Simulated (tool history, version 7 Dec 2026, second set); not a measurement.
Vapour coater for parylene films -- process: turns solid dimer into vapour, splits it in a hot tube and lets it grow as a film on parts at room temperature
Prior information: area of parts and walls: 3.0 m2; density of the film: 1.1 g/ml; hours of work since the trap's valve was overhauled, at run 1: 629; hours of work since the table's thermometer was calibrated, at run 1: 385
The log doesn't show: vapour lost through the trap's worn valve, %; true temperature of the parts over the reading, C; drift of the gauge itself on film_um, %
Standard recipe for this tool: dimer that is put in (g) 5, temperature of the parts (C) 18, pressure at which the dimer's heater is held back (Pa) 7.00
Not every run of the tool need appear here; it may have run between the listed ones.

| run | day | dimer that is put in (g) | temperature of the parts (C) | pressure at which the dimer's heater is held back (Pa) | hours of work since the trap's valve was overhauled | hours of work since the table's thermometer was calibrated | thickness of the film (nm) |
|---|---|---|---|---|---|---|---|
| 1 | 0.000 | 5 | 18 | 7.00 | 629 | 385 | 950 |
| 2 | 0.600 | 5 | 18 | 7.00 | 640 | 396 | 950 |
| 3 | 1.092 | 5 | 18 | 7.00 | 649 | 405 | 910 |
| 4 | 1.788 | 5 | 18 | 7.00 | 662 | 418 | 910 |
| 5 | 2.183 | 5 | 18 | 7.00 | 669 | 425 | 950 |
|  | 2.575 | trap's valve overhauled |
| 6 | 2.879 | 5 | 18 | 7.00 | 6 | 435 | 1090 |
| 7 | 3.608 | 5 | 18 | 7.00 | 19 | 448 | 1100 |
| 8 | 4.142 | 5 | 18 | 7.00 | 29 | 458 | 1060 |
| 9 | 4.867 | 5 | 18 | 10.88 | 42 | 472 | 970 |
| 10 | 5.567 | 5 | 18 | 10.88 | 55 | 484 | 1000 |
| 11 | 6.004 | 5 | 18 | 10.88 | 63 | 492 | 1010 |
| 12 | 6.388 | 5 | 18 | 10.88 | 70 | 499 | 990 |
| 13 | 6.775 | 5 | 18 | 10.88 | 77 | 507 | 1010 |
| 14 | 7.404 | 5 | 18 | 10.88 | 89 | 518 | 1000 |
| 15 | 7.912 | 5 | 18 | 10.88 | 98 | 527 | 1000 |
| 16 | 8.321 | 5 | 18 | 10.88 | 105 | 535 | 950 |
| 17 | 8.871 | 5 | 18 | 10.88 | 116 | 545 | 940 |
| 18 | 9.296 | 8 | 27 | 7.90 | 123 | 553 | 1290 |
| 19 | 9.729 | 9 | 18 | 3.78 | 131 | 561 | 2020 |
| 20 | 10.333 | 3 | 19 | 3.87 | 142 | 572 | 640 |
| 21 | 11.029 | 8 | 19 | 3.87 | 155 | 585 | 1750 |
| 22 | 11.350 | 8 | 19 | 5.21 | 161 | 591 | 1620 |
| 23 | 11.900 | 2 | 17 | 7.00 | 171 | 601 | 420 |
| 24 | 12.617 | 3 | 29 | 6.55 | 184 | 614 | 450 |
| 25 | 12.933 | 5 | 23 | 2.38 | 190 | 620 | 1030 |
| 26 | 13.396 | 3 | 18 | 7.00 | 199 | 628 | 610 |
| 27 | 14.104 | 7 | 18 | 3.27 | 212 | 641 | 1560 |
| 28 | 14.767 | 4 | 15 | 3.28 | 224 | 653 | 960 |
| 29 | 15.454 | 5 | 17 | 6.20 | 236 | 666 | 1010 |

Here are 3 independent what-if runs from the current tool condition. What would each one return?
| A | 16.200 | 3 | 17 | 6.20 | 250 | 680 | ? |
| B | 16.200 | 3 | 21 | 4.00 | 250 | 680 | ? |
| C | 16.200 | 5 | 15 | 7.00 | 250 | 680 | ? |

| run | thickness of the film (nm) |
|---|---|
| A | 590 |
| B | 590 |
| C | 1100 |
Take away the tool's hidden state, keep each run's random variation, and the runs would have read:
| run | thickness of the film (nm) |
|---|---|
| A | 630 |
| B | 630 |
| C | 1180 |
